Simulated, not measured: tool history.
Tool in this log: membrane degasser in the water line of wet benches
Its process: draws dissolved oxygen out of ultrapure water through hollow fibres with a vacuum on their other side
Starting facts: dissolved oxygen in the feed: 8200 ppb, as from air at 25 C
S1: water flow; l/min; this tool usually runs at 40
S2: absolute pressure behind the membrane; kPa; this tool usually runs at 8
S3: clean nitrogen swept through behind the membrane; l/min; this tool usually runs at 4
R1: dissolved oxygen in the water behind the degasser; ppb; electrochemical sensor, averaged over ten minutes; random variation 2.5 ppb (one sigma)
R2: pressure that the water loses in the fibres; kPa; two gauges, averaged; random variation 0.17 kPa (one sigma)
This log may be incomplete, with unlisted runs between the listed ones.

run 1 hour=0 | S1=40 S2=8 S3=4 | R1=296.3 R2=30.88
run 2 hour=270.8 | S1=40 S2=8 S3=4 | R1=291.8 R2=30.83
-- hour=575.1 seals of the vacuum lines changed
run 3 hour=623.3 | S1=41 S2=8 S3=4 | R1=311.9 R2=31.57
run 4 hour=847.6 | S1=41 S2=8 S3=4 | R1=311.1 R2=31.86
-- hour=876.2 vacuum gauge calibrated
run 5 hour=1168 | S1=41 S2=8 S3=4 | R1=319.3 R2=31.9
run 6 hour=1495.5 | S1=60 S2=8 S3=4 | R1=657.3 R2=46.79
-- hour=1825.1 vacuum gauge calibrated, once more
run 7 hour=1844.9 | S1=51 S2=8 S3=3.83 | R1=491.8 R2=39.96
run 8 hour=2155.3 | S1=41 S2=8.07 S3=3.21 | R1=347.8 R2=32.12
run 9 hour=2396.5 | S1=41 S2=8 S3=4 | R1=316.8 R2=32.18
run 10 hour=2689.1 | S1=39 S2=8.57 S3=11.28 | R1=226.1 R2=30.42
run 11 hour=2913.6 | S1=40 S2=18.22 S3=2.74 | R1=657.8 R2=31.53
run 12 hour=3182.7 | S1=46 S2=12.18 S3=3.94 | R1=524.1 R2=36.41

Some steps in R1, run to run, broken into two amounts with sign: the step expected even without the hidden condition (settings, incoming material, random variation), and the rest, left for the hidden condition together with whatever gauge scatter is not in both the measured and the hidden-condition-free result:
Unlogged tool condition in this case: membrane still open, %; true pressure behind the membrane over the reading, kPa; air that leaks in behind the membrane, l/min; drift of the gauge itself on oxygen_ppb, %; drift of the gauge itself on loss_of_pressure_kpa, %.
Run 5 -> 6: S1 41 -> 60. R1 +338 ppb: hidden state +53, all else +285.
Run 10 -> 11: S1 39 -> 40, S2 8.57 -> 18.22, S3 11.28 -> 2.74. R1 +431.7 ppb: hidden state +1.9, all else +429.8.
